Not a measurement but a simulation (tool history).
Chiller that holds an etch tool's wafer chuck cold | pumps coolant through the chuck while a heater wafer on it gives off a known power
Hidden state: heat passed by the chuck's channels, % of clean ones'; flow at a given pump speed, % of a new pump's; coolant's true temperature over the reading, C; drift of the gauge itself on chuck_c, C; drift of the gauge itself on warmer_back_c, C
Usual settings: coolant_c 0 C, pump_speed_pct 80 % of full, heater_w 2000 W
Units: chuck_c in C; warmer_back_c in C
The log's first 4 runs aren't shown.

run,hour,coolant_c,pump_speed_pct,heater_w,hours since the coolant was changed and the channels were flushed,hours since the pump was overhauled,hours since the chiller's thermometer was calibrated,chuck_c,warmer_back_c
5,349.6,2,80,1490,2687,1126,2820,15.4,6.12
6,422.2,2,80,1490,2759,1199,2893,15.3,6.03
7,498.5,2,80,1490,2836,1275,2969,15.4,5.95
8,546.2,2,68,1490,2883,1323,3017,17.0,7.10
9,596.7,2,68,1490,2934,1373,3068,17.0,7.11
10,655.3,0,80,1412,2992,1432,3126,12.4,5.64
11,747.4,0,80,1412,3085,1524,3218,12.5,5.59
12,837.9,0,72,1412,3175,1615,3309,13.6,6.23
13,942.9,7,80,2000,3280,1720,3414,24.8,7.95
# hour 961.2: gauge calibrated
14,1026.2,0,77,2000,3363,1803,3497,18.3,8.64
15,1071.4,0,80,2000,3408,1848,3542,17.8,8.39
16,1123.9,0,80,2000,3461,1901,3595,17.7,8.28
17,1220.1,-3,63,1022,3557,1997,3691,7.8,5.41
18,1304.0,-3,63,1022,3641,2081,3775,7.8,5.35
19,1398.6,-3,63,1022,3736,2175,3870,7.6,5.31
20,1483.1,7,75,1348,3820,2260,3954,19.5,5.86
21,1558.0,-5,77,1491,3895,2335,4029,8.6,6.22
22,1607.7,-5,100,2010,3945,2384,4079,10.2,6.31
23,1654.3,6,80,1690,3991,2431,4125,20.9,6.81
24,1727.4,6,80,1690,4064,2504,4198,20.9,6.74

Run 25 comes next. What will it give?
25,1785.6,0,72,1434,4123,2562,4256,?,?

chuck_c: 13.8 C
warmer_back_c: 6.41 C
Without the tool's hidden state the same run would have given chuck_c 13.8 C, warmer_back_c 6.67 C.

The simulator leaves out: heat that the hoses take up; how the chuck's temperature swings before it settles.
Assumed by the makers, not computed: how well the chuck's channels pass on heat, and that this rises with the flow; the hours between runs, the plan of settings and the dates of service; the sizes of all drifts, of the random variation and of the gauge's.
